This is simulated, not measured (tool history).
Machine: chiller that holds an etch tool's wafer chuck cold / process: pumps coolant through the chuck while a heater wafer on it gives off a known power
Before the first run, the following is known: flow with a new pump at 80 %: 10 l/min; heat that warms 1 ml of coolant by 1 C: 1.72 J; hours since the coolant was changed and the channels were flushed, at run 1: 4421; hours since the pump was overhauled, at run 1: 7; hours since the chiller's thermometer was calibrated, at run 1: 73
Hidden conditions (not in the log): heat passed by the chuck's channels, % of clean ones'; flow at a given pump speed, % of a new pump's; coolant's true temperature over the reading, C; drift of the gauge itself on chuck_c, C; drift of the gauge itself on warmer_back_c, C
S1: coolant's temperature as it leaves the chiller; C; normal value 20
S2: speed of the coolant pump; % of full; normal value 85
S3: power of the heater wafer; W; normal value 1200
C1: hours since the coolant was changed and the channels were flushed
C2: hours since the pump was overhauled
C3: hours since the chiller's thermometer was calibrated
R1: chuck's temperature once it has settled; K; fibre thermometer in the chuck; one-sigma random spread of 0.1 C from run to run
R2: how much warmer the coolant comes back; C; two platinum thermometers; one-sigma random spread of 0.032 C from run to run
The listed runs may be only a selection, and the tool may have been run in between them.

{"run": 1, "hour": 0.0, "S1": 20, "S2": 85, "S3": 1200, "C1": 4421, "C2": 7, "C3": 73, "R1": 304.75, "R2": 3.9}
{"run": 2, "hour": 19.5, "S1": 20, "S2": 85, "S3": 1200, "C1": 4441, "C2": 27, "C3": 92, "R1": 304.75, "R2": 3.89}
{"run": 3, "hour": 53.1, "S1": 20, "S2": 85, "S3": 1200, "C1": 4474, "C2": 61, "C3": 126, "R1": 304.75, "R2": 3.88}
{"run": 4, "hour": 74.6, "S1": 20, "S2": 85, "S3": 1200, "C1": 4496, "C2": 82, "C3": 147, "R1": 304.85, "R2": 3.96}
{"run": 5, "hour": 101.1, "S1": 20, "S2": 85, "S3": 1200, "C1": 4522, "C2": 109, "C3": 174, "R1": 304.95, "R2": 3.92}
{"run": 6, "hour": 126.4, "S1": 20, "S2": 85, "S3": 1200, "C1": 4547, "C2": 134, "C3": 199, "R1": 305.15, "R2": 3.94}
{"run": 7, "hour": 159.5, "S1": 20, "S2": 85, "S3": 1200, "C1": 4581, "C2": 167, "C3": 232, "R1": 304.85, "R2": 3.94}
{"run": 8, "hour": 184.5, "S1": 20, "S2": 100, "S3": 1200, "C1": 4606, "C2": 192, "C3": 257, "R1": 303.85, "R2": 3.34}
{"run": 9, "hour": 210.6, "S1": 20, "S2": 100, "S3": 1200, "C1": 4632, "C2": 218, "C3": 283, "R1": 303.95, "R2": 3.32}
{"run": 10, "hour": 238.1, "S1": 20, "S2": 100, "S3": 1200, "C1": 4659, "C2": 246, "C3": 311, "R1": 303.95, "R2": 3.4}
{"run": 11, "hour": 270.9, "S1": 20, "S2": 100, "S3": 1200, "C1": 4692, "C2": 278, "C3": 344, "R1": 303.95, "R2": 3.33}
{"run": 12, "hour": 286.4, "S1": 20, "S2": 72, "S3": 616, "C1": 4707, "C2": 294, "C3": 359, "R1": 299.95, "R2": 2.43}
{"hour": 294.2, "done": "coolant pump overhauled"}
{"run": 13, "hour": 322.2, "S1": 20, "S2": 72, "S3": 616, "C1": 4738, "C2": 28, "C3": 390, "R1": 300.15, "R2": 2.36}
{"run": 14, "hour": 354.5, "S1": 21, "S2": 68, "S3": 1200, "C1": 4771, "C2": 60, "C3": 422, "R1": 307.95, "R2": 4.97}
{"run": 15, "hour": 390.2, "S1": 21, "S2": 68, "S3": 1200, "C1": 4806, "C2": 96, "C3": 458, "R1": 307.85, "R2": 4.94}
{"run": 16, "hour": 410.1, "S1": 21, "S2": 62, "S3": 1200, "C1": 4826, "C2": 116, "C3": 478, "R1": 308.85, "R2": 5.44}
{"run": 17, "hour": 427.7, "S1": 17, "S2": 83, "S3": 678, "C1": 4844, "C2": 133, "C3": 495, "R1": 297.15, "R2": 2.25}

Below are 3 alternative next runs, each starting from the tool's condition after run 17. Predict each:
{"run": "A", "hour": 463.0, "S1": 12, "S2": 86, "S3": 678, "C1": 4879, "C2": 169, "C3": 531, "R1": "?", "R2": "?"}
{"run": "B", "hour": 463.0, "S1": 16, "S2": 77, "S3": 1562, "C1": 4879, "C2": 169, "C3": 531, "R1": "?", "R2": "?"}
{"run": "C", "hour": 463.0, "S1": 17, "S2": 92, "S3": 1062, "C1": 4879, "C2": 169, "C3": 531, "R1": "?", "R2": "?"}

run=A R1=291.95 R2=2.25
run=B R1=305.75 R2=5.74
run=C R1=300.15 R2=3.28
With no hidden state in the tool, these same runs would have given:
run=A R1=291.35 R2=2.21
run=B R1=304.35 R2=5.65
run=C R1=299.25 R2=3.23

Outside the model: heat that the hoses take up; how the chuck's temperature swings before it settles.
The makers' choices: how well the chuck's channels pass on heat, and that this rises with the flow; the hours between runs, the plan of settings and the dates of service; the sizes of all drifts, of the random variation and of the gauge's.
